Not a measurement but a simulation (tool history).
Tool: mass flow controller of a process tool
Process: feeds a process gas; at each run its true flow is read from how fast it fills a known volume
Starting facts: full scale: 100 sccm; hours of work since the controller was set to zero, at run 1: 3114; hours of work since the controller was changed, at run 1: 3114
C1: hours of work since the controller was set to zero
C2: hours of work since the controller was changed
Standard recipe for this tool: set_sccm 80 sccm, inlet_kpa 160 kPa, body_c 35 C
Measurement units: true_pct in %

Run 1, hour 0: usual settings; C1 3114; C2 3114. Result: true_pct 98.29 %.
Run 2, hour 257.5: usual settings but body_c 24 C; C1 3213; C2 3213. Result: true_pct 96.9 %.
Run 3, hour 430.3: usual settings; C1 3280; C2 3280. Result: true_pct 98.24 %.
Run 4, hour 562.1: usual settings; C1 3331; C2 3331. Result: true_pct 98.27 %.
Run 5, hour 743.3: usual settings; C1 3401; C2 3401. Result: true_pct 98.11 %.
Run 6, hour 1001.6: usual settings but inlet_kpa 253 kPa; C1 3502; C2 3502. Result: true_pct 98.56 %.
Run 7, hour 1274.4: usual settings but body_c 33 C; C1 3607; C2 3607. Result: true_pct 97.65 %.
Run 8, hour 1402.5: usual settings but body_c 28 C; C1 3657; C2 3657. Result: true_pct 97.19 %.
Run 9, hour 1528.3: usual settings but body_c 28 C; C1 3706; C2 3706. Result: true_pct 97.02 %.
Run 10, hour 1649.9: usual settings but body_c 28 C; C1 3753; C2 3753. Result: true_pct 97.16 %.
Run 11, hour 1768.7: usual settings but body_c 28 C; C1 3799; C2 3799. Result: true_pct 97.12 %.
Run 12, hour 1920.9: usual settings but body_c 28 C; C1 3858; C2 3858. Result: true_pct 97.08 %.
Run 13, hour 2081.1: usual settings but body_c 28 C; C1 3920; C2 3920. Result: true_pct 96.96 %.
At hour 2097.6: controller's zero set anew.
Run 14, hour 2256.1: usual settings; C1 61; C2 3987. Result: true_pct 97.15 %.
Run 15, hour 2509.9: usual settings; C1 160; C2 4086. Result: true_pct 97.02 %.
Run 16, hour 2679.1: usual settings; C1 225; C2 4151. Result: true_pct 97.03 %.
Run 17, hour 2830.3: usual settings but set_sccm 98 sccm, inlet_kpa 204 kPa, body_c 32 C; C1 284; C2 4210. Result: true_pct 97.65 %.
Run 18, hour 3039.2: usual settings but set_sccm 44 sccm, inlet_kpa 211 kPa, body_c 26 C; C1 365; C2 4291. Result: true_pct 93.63 %.
Run 19, hour 3245.2: usual settings but set_sccm 22 sccm, inlet_kpa 152 kPa; C1 445; C2 4371. Result: true_pct 90.12 %.
Run 20, hour 3379.8: usual settings but inlet_kpa 262 kPa, body_c 23 C; C1 497; C2 4423. Result: true_pct 95.95 %.
Run 21, hour 3633.9: usual settings but set_sccm 44 sccm; C1 595; C2 4521. Result: true_pct 94.13 %.
At hour 3682.5: controller's zero set anew, once more.
Run 22, hour 3880.3: usual settings but set_sccm 14 sccm; C1 77; C2 4616. Result: true_pct 96.81 %.
Run 23, hour 4125.7: usual settings but inlet_kpa 166 kPa; C1 172; C2 4712. Result: true_pct 98.69 %.
Run 24, hour 4350: usual settings but set_sccm 13 sccm, inlet_kpa 146 kPa; C1 259; C2 4798. Result: true_pct 96.37 %.
Run 25, hour 4464: usual settings but set_sccm 32 sccm, inlet_kpa 169 kPa, body_c 26 C; C1 303; C2 4843. Result: true_pct 96 %.
Run 26, hour 4587.1: usual settings but set_sccm 32 sccm, inlet_kpa 169 kPa, body_c 26 C; C1 350; C2 4890. Result: true_pct 95.99 %.
Run 27, hour 4779.4: usual settings but body_c 37 C; C1 425; C2 4965. Result: true_pct 98.65 %.
Run 28, hour 4931.6: usual settings but set_sccm 40 sccm, inlet_kpa 275 kPa, body_c 21 C; C1 484; C2 5024. Result: true_pct 96.25 %.
Run 29, hour 5133.6: usual settings but inlet_kpa 161 kPa; C1 562; C2 5102. Result: true_pct 98.43 %.
Run 30, hour 5392.5: usual settings but set_sccm 49 sccm, inlet_kpa 191 kPa, body_c 34 C; C1 662; C2 5202. Result: true_pct 97.43 %.

Run 31, settings as shown, results not yet in. Your forecast:
Run 31, hour 5551.5: usual settings but set_sccm 75 sccm, inlet_kpa 159 kPa, body_c 22 C; C1 724; C2 5264. Result: true_pct ?.

{"run 31": {"true_pct": 96.54}}
Had the tool carried no hidden state, the very same run would have given true_pct 98.7 %.
